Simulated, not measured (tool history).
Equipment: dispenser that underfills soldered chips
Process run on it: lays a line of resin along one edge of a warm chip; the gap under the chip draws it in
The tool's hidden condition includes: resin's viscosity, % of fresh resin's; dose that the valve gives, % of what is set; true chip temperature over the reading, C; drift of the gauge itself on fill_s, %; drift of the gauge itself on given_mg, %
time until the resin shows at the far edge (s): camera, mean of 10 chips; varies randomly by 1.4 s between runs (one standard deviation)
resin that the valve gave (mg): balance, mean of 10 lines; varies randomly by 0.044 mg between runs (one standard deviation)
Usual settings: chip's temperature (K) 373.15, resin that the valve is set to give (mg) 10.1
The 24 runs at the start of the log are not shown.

run,hour,chip's temperature (K),resin that the valve is set to give (mg),hours of work since the syringe was changed,hours of work since the valve was cleaned,hours of work since the stage was calibrated,time until the resin shows at the far edge (s),resin that the valve gave (mg)
25,135.5,363.15,10.9,8,109,188,384.7,9.95
26,139.7,386.15,9,11,113,191,211.5,8.26
# hour 141.1: new syringe of resin
27,144.5,373.15,11,3,116,194,158.9,10.02
28,151.6,373.15,11,8,121,200,262.6,9.89
29,155.6,384.15,13.1,11,124,203,220.8,11.83
# hour 157.3: new syringe of resin
# hour 162.5: dispensing valve cleaned and set on the balance
30,164.5,382.15,12.4,5,2,209,133.6,12.32
31,171.5,378.15,10.3,10,7,214,254.9,10.27
# hour 174.2: new syringe of resin
32,178.4,364.15,10.1,3,12,219,247.4,10.01
33,181.6,375.15,12.3,6,14,221,197.6,12.15
34,185.2,375.15,12.3,8,17,224,246.4,12.09
35,189.6,373.15,12.8,12,20,227,365.6,12.66

Branching from run 35: 5 alternative next runs. What would each branch give?
# hour 190.4: new syringe of resin
A,194.6,382.15,12.8,3,24,231,?,?
# hour 190.4: new syringe of resin
B,194.6,376.15,9.9,3,24,231,?,?
# hour 190.4: new syringe of resin
C,194.6,377.15,12.8,3,24,231,?,?
# hour 190.4: new syringe of resin
D,194.6,373.15,12.7,3,24,231,?,?
# hour 190.4: new syringe of resin
E,194.6,379.15,12.7,3,24,231,?,?

run,time until the resin shows at the far edge (s),resin that the valve gave (mg)
A,121,12.58
B,153.2,9.74
C,144.3,12.64
D,168,12.41
E,134.8,12.46
Without the tool's hidden state the same runs would have given:
run,time until the resin shows at the far edge (s),resin that the valve gave (mg)
A,93.8,12.81
B,118.7,9.92
C,112,12.88
D,130.5,12.65
E,104.6,12.7

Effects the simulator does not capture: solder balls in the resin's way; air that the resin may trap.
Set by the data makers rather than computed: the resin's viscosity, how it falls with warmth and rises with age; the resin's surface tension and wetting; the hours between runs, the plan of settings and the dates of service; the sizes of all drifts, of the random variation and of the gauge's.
